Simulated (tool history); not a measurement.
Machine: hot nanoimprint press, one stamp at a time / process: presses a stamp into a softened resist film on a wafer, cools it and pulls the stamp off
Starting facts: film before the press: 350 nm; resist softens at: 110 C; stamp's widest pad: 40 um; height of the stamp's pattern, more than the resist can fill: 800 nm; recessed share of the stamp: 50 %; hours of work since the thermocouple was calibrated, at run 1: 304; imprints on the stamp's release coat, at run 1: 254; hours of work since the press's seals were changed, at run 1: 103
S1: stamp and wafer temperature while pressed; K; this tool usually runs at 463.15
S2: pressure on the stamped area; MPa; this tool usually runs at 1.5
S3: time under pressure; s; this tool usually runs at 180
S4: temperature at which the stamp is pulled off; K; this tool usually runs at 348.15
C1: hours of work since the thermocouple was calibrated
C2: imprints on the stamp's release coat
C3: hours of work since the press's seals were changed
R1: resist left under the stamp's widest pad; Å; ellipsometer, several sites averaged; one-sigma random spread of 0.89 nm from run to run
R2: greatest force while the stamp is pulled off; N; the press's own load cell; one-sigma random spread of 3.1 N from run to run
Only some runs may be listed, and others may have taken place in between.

run    day      S1    S2   S3      S4   C1   C2   C3    R1   R2
  1      0  463.15   1.5  180  348.15  304  254  103  1647  158
  2  0.392  463.15   1.5  180  348.15  307  279  107  1648  164
  3  0.688  463.15   1.5  180  348.15  310  298  110  1636  162
  4  1.029  463.15   1.5  180  348.15  314  320  113  1636  155
  5  1.271  463.15   1.5  111  348.15  316  335  116  1917  158
  6  1.462  463.15   1.5  111  348.15  318  347  118  1940  160
  7  1.629  463.15   1.5  180  355.15  320  358  119  1643  136
  8  1.917  463.15   1.5  180  355.15  322  376  122  1646  134
  9  2.208  463.15   1.5  180  355.15  325  395  125  1652  132
 10  2.588  465.15  2.01  120  356.15  329  419  129  1588  129
 11  2.829  465.15   2.1  120  334.15  331  434  131  1546  219
 12   3.05  454.15  2.14  119  348.15  333  449  133  1985  162
 13   3.45  454.15  2.14  119  348.15  337  474  137  1983  161
 14  3.738  454.15  2.14  119  348.15  340  493  140  1988  165
 15  4.133  454.15  1.28  119  336.15  344  518  144  2419  218
 16  4.312  457.15  1.84  229  335.15  346  529  146  1593  221

Each row is a separate what-if for the run after 16, all from the same tool condition, not one after another. Results?
  A  4.558  463.15   1.5  296  340.15  348  545  148   ?   ?
  B  4.558  460.15  1.84  169  335.15  348  545  148   ?   ?
  C  4.558  452.15  0.94  146  348.15  348  545  148   ?   ?
  D  4.558  463.15  1.02  213  348.15  348  545  148   ?   ?
  E  4.558  457.15  1.16  354  348.15  348  545  148   ?   ?

run    R1   R2
  A  1373  201
  B  1640  235
  C  2642  163
  D  1849  173
  E  1689  170
With the hidden condition removed and each run's random variation left untouched, the same runs would have given:
run    R1   R2
  A  1330  177
  B  1590  207
  C  2590  143
  D  1800  151
  E  1637  149
